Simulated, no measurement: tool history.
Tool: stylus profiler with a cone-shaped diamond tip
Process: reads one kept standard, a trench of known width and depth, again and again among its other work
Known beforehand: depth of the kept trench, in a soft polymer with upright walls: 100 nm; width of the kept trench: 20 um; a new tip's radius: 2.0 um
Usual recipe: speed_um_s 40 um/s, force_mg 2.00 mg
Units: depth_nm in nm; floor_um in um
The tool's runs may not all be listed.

{"run": 1, "hour": 0.0, "speed_um_s": 40, "force_mg": 2.0, "depth_nm": 101.33, "floor_um": 18.5}
{"run": 2, "hour": 24.1, "speed_um_s": 40, "force_mg": 2.0, "depth_nm": 101.34, "floor_um": 18.44}
{"run": 3, "hour": 49.7, "speed_um_s": 40, "force_mg": 0.94, "depth_nm": 100.77, "floor_um": 18.41}
{"run": 4, "hour": 79.1, "speed_um_s": 10, "force_mg": 0.94, "depth_nm": 100.8, "floor_um": 18.64}
{"run": 5, "hour": 106.4, "speed_um_s": 10, "force_mg": 0.94, "depth_nm": 100.79, "floor_um": 18.54}
{"run": 6, "hour": 127.1, "speed_um_s": 10, "force_mg": 0.94, "depth_nm": 100.79, "floor_um": 18.51}
{"run": 7, "hour": 148.4, "speed_um_s": 40, "force_mg": 1.6, "depth_nm": 101.16, "floor_um": 18.38}
{"run": 8, "hour": 175.3, "speed_um_s": 40, "force_mg": 4.22, "depth_nm": 102.21, "floor_um": 18.42}
{"run": 9, "hour": 188.2, "speed_um_s": 10, "force_mg": 4.22, "depth_nm": 102.22, "floor_um": 18.54}
{"run": 10, "hour": 216.0, "speed_um_s": 10, "force_mg": 4.22, "depth_nm": 102.19, "floor_um": 18.55}
{"run": 11, "hour": 239.0, "speed_um_s": 10, "force_mg": 4.22, "depth_nm": 102.2, "floor_um": 18.5}
{"run": 12, "hour": 267.7, "speed_um_s": 10, "force_mg": 4.22, "depth_nm": 102.19, "floor_um": 18.49}
{"run": 13, "hour": 283.6, "speed_um_s": 10, "force_mg": 1.34, "depth_nm": 100.99, "floor_um": 18.42}
{"run": 14, "hour": 303.4, "speed_um_s": 10, "force_mg": 1.34, "depth_nm": 100.97, "floor_um": 18.37}
{"run": 15, "hour": 325.5, "speed_um_s": 10, "force_mg": 1.81, "depth_nm": 101.22, "floor_um": 18.4}
{"run": 16, "hour": 353.4, "speed_um_s": 40, "force_mg": 2.0, "depth_nm": 101.31, "floor_um": 18.23}
{"run": 17, "hour": 374.8, "speed_um_s": 40, "force_mg": 2.0, "depth_nm": 101.29, "floor_um": 18.21}
{"run": 18, "hour": 396.2, "speed_um_s": 40, "force_mg": 2.0, "depth_nm": 101.3, "floor_um": 18.26}
{"run": 19, "hour": 418.7, "speed_um_s": 40, "force_mg": 2.0, "depth_nm": 101.29, "floor_um": 18.16}
{"run": 20, "hour": 440.5, "speed_um_s": 40, "force_mg": 2.0, "depth_nm": 101.29, "floor_um": 18.16}
{"run": 21, "hour": 459.3, "speed_um_s": 40, "force_mg": 2.0, "depth_nm": 101.3, "floor_um": 18.19}
{"run": 22, "hour": 483.5, "speed_um_s": 106, "force_mg": 3.93, "depth_nm": 102.03, "floor_um": 17.93}
{"run": 23, "hour": 509.6, "speed_um_s": 10, "force_mg": 3.57, "depth_nm": 101.96, "floor_um": 18.32}
{"run": 24, "hour": 523.2, "speed_um_s": 77, "force_mg": 3.57, "depth_nm": 101.94, "floor_um": 17.99}
{"run": 25, "hour": 536.9, "speed_um_s": 21, "force_mg": 3.57, "depth_nm": 101.93, "floor_um": 18.3}
{"run": 26, "hour": 562.2, "speed_um_s": 40, "force_mg": 1.31, "depth_nm": 100.93, "floor_um": 18.04}
{"run": 27, "hour": 592.4, "speed_um_s": 34, "force_mg": 2.38, "depth_nm": 101.45, "floor_um": 18.15}
{"run": 28, "hour": 609.9, "speed_um_s": 34, "force_mg": 2.38, "depth_nm": 101.47, "floor_um": 18.11}
{"run": 29, "hour": 637.1, "speed_um_s": 45, "force_mg": 3.61, "depth_nm": 101.96, "floor_um": 18.06}
{"run": 30, "hour": 663.0, "speed_um_s": 45, "force_mg": 0.95, "depth_nm": 100.74, "floor_um": 17.88}
{"run": 31, "hour": 691.4, "speed_um_s": 124, "force_mg": 1.05, "depth_nm": 100.81, "floor_um": 17.35}
{"run": 32, "hour": 721.8, "speed_um_s": 124, "force_mg": 1.05, "depth_nm": 100.79, "floor_um": 17.26}
{"run": 33, "hour": 743.7, "speed_um_s": 136, "force_mg": 3.43, "depth_nm": 101.87, "floor_um": 17.64}
{"run": 34, "hour": 759.0, "speed_um_s": 136, "force_mg": 3.43, "depth_nm": 101.86, "floor_um": 17.61}
{"run": 35, "hour": 782.1, "speed_um_s": 11, "force_mg": 0.99, "depth_nm": 100.75, "floor_um": 18.08}
{"run": 36, "hour": 809.6, "speed_um_s": 66, "force_mg": 2.32, "depth_nm": 101.4, "floor_um": 17.82}
{"run": 37, "hour": 829.9, "speed_um_s": 151, "force_mg": 5.73, "depth_nm": 102.67, "floor_um": 17.65}
{"run": 38, "hour": 851.4, "speed_um_s": 87, "force_mg": 1.33, "depth_nm": 100.94, "floor_um": 17.6}
{"run": 39, "hour": 868.2, "speed_um_s": 150, "force_mg": 0.83, "depth_nm": 100.65, "floor_um": 16.86}

What if the next run were any one of these 4? Each begins from the tool's condition after run 39:
{"run": "A", "hour": 893.0, "speed_um_s": 13, "force_mg": 3.09, "depth_nm": "?", "floor_um": "?"}
{"run": "B", "hour": 893.0, "speed_um_s": 33, "force_mg": 2.0, "depth_nm": "?", "floor_um": "?"}
{"run": "C", "hour": 893.0, "speed_um_s": 150, "force_mg": 1.26, "depth_nm": "?", "floor_um": "?"}
{"run": "D", "hour": 893.0, "speed_um_s": 105, "force_mg": 1.13, "depth_nm": "?", "floor_um": "?"}

run=A depth_nm=101.70 floor_um=18.04
run=B depth_nm=101.22 floor_um=17.94
run=C depth_nm=100.89 floor_um=17.08
run=D depth_nm=100.84 floor_um=17.34
What these runs would have given with no unlogged condition in the tool:
run=A depth_nm=101.81 floor_um=18.65
run=B depth_nm=101.33 floor_um=18.55
run=C depth_nm=101.00 floor_um=17.69
run=D depth_nm=100.94 floor_um=17.95
